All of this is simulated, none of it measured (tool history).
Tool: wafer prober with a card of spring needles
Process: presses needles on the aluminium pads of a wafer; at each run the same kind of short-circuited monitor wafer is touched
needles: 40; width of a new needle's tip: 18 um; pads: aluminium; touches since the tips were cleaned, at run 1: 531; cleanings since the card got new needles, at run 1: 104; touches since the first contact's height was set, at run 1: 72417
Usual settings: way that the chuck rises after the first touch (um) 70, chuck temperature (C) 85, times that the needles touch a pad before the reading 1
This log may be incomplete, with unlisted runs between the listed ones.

run	day	way that the chuck rises after the first touch (um)	chuck temperature (C)	times that the needles touch a pad before the reading	touches since the tips were cleaned	cleanings since the card got new needles	touches since the first contact's height was set	resistance of one needle with its contact and lead (mohm)	way that a needle slides on the pad (um)
1	0	70	85	1	531	104	72417	306	13.92
# day 0.117: tips cleaned on abrasive film
# day 0.304: tips cleaned on abrasive film
# day 0.458: tips cleaned on abrasive film
# day 0.646: tips cleaned on abrasive film
# day 0.833: tips cleaned on abrasive film
2	0.858	70	85	1	257	109	82553	305	14.05
# day 1.008: tips cleaned on abrasive film
# day 1.2: tips cleaned on abrasive film
# day 1.388: tips cleaned on abrasive film
# day 1.575: tips cleaned on abrasive film
3	1.646	83	85	1	827	113	91916	309	16.6
# day 1.758: tips cleaned on abrasive film
# day 1.95: tips cleaned on abrasive film
# day 2.1: tips cleaned on abrasive film
4	2.125	83	85	1	283	116	97591	301	16.48
# day 2.279: tips cleaned on abrasive film
# day 2.429: tips cleaned on abrasive film
# day 2.583: tips cleaned on abrasive film
5	2.583	83	85	1	0	119	103016	290	16.53
# day 2.738: tips cleaned on abrasive film
# day 2.929: tips cleaned on abrasive film
# day 3.117: tips cleaned on abrasive film
6	3.25	83	85	1	1608	122	110922	318	16.44
# day 3.292: tips cleaned on abrasive film
# day 3.442: tips cleaned on abrasive film
# day 3.633: tips cleaned on abrasive film
# day 3.821: tips cleaned on abrasive film
# day 4.012: tips cleaned on abrasive film
7	4.133	83	85	1	1508	127	121415	325	16.45
# day 4.175: tips cleaned on abrasive film
# day 4.367: tips cleaned on abrasive film
# day 4.554: tips cleaned on abrasive film
8	4.625	83	85	1	836	130	127196	305	16.56
# day 4.742: tips cleaned on abrasive film
# day 4.929: tips cleaned on abrasive film
# day 5.083: tips cleaned on abrasive film
# day 5.271: tips cleaned on abrasive film
9	5.408	70	85	1	1672	134	136506	336	13.56
# day 5.45: tips cleaned on abrasive film
# day 5.638: tips cleaned on abrasive film
# day 5.829: tips cleaned on abrasive film
# day 5.979: tips cleaned on abrasive film
10	6.058	70	85	2	933	138	144179	306	13.6
# day 6.138: tips cleaned on abrasive film
# day 6.288: tips cleaned on abrasive film
# day 6.479: tips cleaned on abrasive film
11	6.612	70	85	2	1629	141	150760	322	13.73
# day 6.654: tips cleaned on abrasive film
# day 6.842: tips cleaned on abrasive film
# day 6.854: height of the first contact set anew
# day 7.008: tips cleaned on abrasive film
# day 7.196: tips cleaned on abrasive film
12	7.312	70	85	2	1388	145	5432	309	14.52
# day 7.354: tips cleaned on abrasive film
# day 7.542: tips cleaned on abrasive film
# day 7.733: tips cleaned on abrasive film
13	7.788	70	85	1	658	148	11030	310	14.02
# day 7.9: tips cleaned on abrasive film
# day 8.092: tips cleaned on abrasive film
# day 8.267: tips cleaned on abrasive film
14	8.267	64	105	1	0	151	16731	300	13.08
# day 8.421: tips cleaned on abrasive film
# day 8.608: tips cleaned on abrasive film
# day 8.8: tips cleaned on abrasive film
# day 9.3: card fitted with new needles
# day 9.488: tips cleaned on abrasive film
15	9.633	87	62	2	1742	1	3988	296	17.94
# day 9.675: tips cleaned on abrasive film
# day 9.862: tips cleaned on abrasive film
# day 10.017: tips cleaned on abrasive film
# day 10.204: tips cleaned on abrasive film
# day 10.396: tips cleaned on abrasive film
# day 10.546: tips cleaned on abrasive film
16	10.608	87	62	2	762	7	15533	281	17.78
# day 10.725: tips cleaned on abrasive film
# day 10.912: tips cleaned on abrasive film
# day 11.104: tips cleaned on abrasive film
# day 11.292: tips cleaned on abrasive film
# day 11.458: tips cleaned on abrasive film
17	11.458	62	43	2	0	12	25575	279	12.61
# day 11.646: tips cleaned on abrasive film
# day 11.838: tips cleaned on abrasive film
# day 11.988: tips cleaned on abrasive film
# day 12.179: tips cleaned on abrasive film
# day 12.342: tips cleaned on abrasive film
18	12.342	70	120	1	0	17	36059	303	14.02
# day 12.533: tips cleaned on abrasive film
# day 12.721: tips cleaned on abrasive film
# day 12.912: tips cleaned on abrasive film
# day 13.1: tips cleaned on abrasive film
19	13.242	71	75	2	1699	21	46742	314	14.32
# day 13.283: tips cleaned on abrasive film
# day 13.471: tips cleaned on abrasive film
# day 13.658: tips cleaned on abrasive film
# day 13.812: tips cleaned on abrasive film
# day 13.979: tips cleaned on abrasive film
20	13.979	70	85	1	0	26	55430	291	14.12
# day 14.129: tips cleaned on abrasive film
# day 14.321: tips cleaned on abrasive film
# day 14.508: tips cleaned on abrasive film
# day 14.662: tips cleaned on abrasive film
# day 14.85: tips cleaned on abrasive film
# day 15.038: tips cleaned on abrasive film
21	15.058	70	62	1	241	32	68252	291	14.02
# day 15.212: tips cleaned on abrasive film
# day 15.4: tips cleaned on abrasive film
# day 15.554: tips cleaned on abrasive film
22	15.633	80	35	1	971	35	75063	301	16.19
# day 15.712: tips cleaned on abrasive film
# day 15.9: tips cleaned on abrasive film
# day 16.054: tips cleaned on abrasive film
# day 16.204: tips cleaned on abrasive film
23	16.267	80	35	2	755	39	82563	285	16.1
# day 16.383: tips cleaned on abrasive film
# day 16.571: tips cleaned on abrasive film
# day 16.762: tips cleaned on abrasive film
# day 16.95: tips cleaned on abrasive film
# day 17.142: tips cleaned on abrasive film
24	17.221	58	66	2	946	44	93842	307	11.3
# day 17.296: tips cleaned on abrasive film
# day 17.488: tips cleaned on abrasive film
# day 17.675: tips cleaned on abrasive film
# day 17.85: tips cleaned on abrasive film
25	17.85	58	66	2	0	48	101304	288	11.32

Predict each of these 5 candidate next runs independently; none follows another, all start after run 25:
# day 18.042: tips cleaned on abrasive film
# day 18.229: tips cleaned on abrasive film
# day 18.421: tips cleaned on abrasive film
# day 18.608: tips cleaned on abrasive film
A	18.725	70	55	1	1436	52	111725	?	?
# day 18.042: tips cleaned on abrasive film
# day 18.229: tips cleaned on abrasive film
# day 18.421: tips cleaned on abrasive film
# day 18.608: tips cleaned on abrasive film
B	18.725	56	33	2	1436	52	111725	?	?
# day 18.042: tips cleaned on abrasive film
# day 18.229: tips cleaned on abrasive film
# day 18.421: tips cleaned on abrasive film
# day 18.608: tips cleaned on abrasive film
C	18.725	74	26	1	1436	52	111725	?	?
# day 18.042: tips cleaned on abrasive film
# day 18.229: tips cleaned on abrasive film
# day 18.421: tips cleaned on abrasive film
# day 18.608: tips cleaned on abrasive film
D	18.725	85	91	2	1436	52	111725	?	?
# day 18.042: tips cleaned on abrasive film
# day 18.229: tips cleaned on abrasive film
# day 18.421: tips cleaned on abrasive film
# day 18.608: tips cleaned on abrasive film
E	18.725	55	28	1	1436	52	111725	?	?

run	resistance of one needle with its contact and lead (mohm)	way that a needle slides on the pad (um)
A	321	13.69
B	317	10.81
C	312	14.61
D	306	16.75
E	348	10.92
With no hidden state in the tool, these same runs would have given:
run	resistance of one needle with its contact and lead (mohm)	way that a needle slides on the pad (um)
A	276	14.21
B	274	11.33
C	270	15.13
D	287	17.27
E	273	11.45
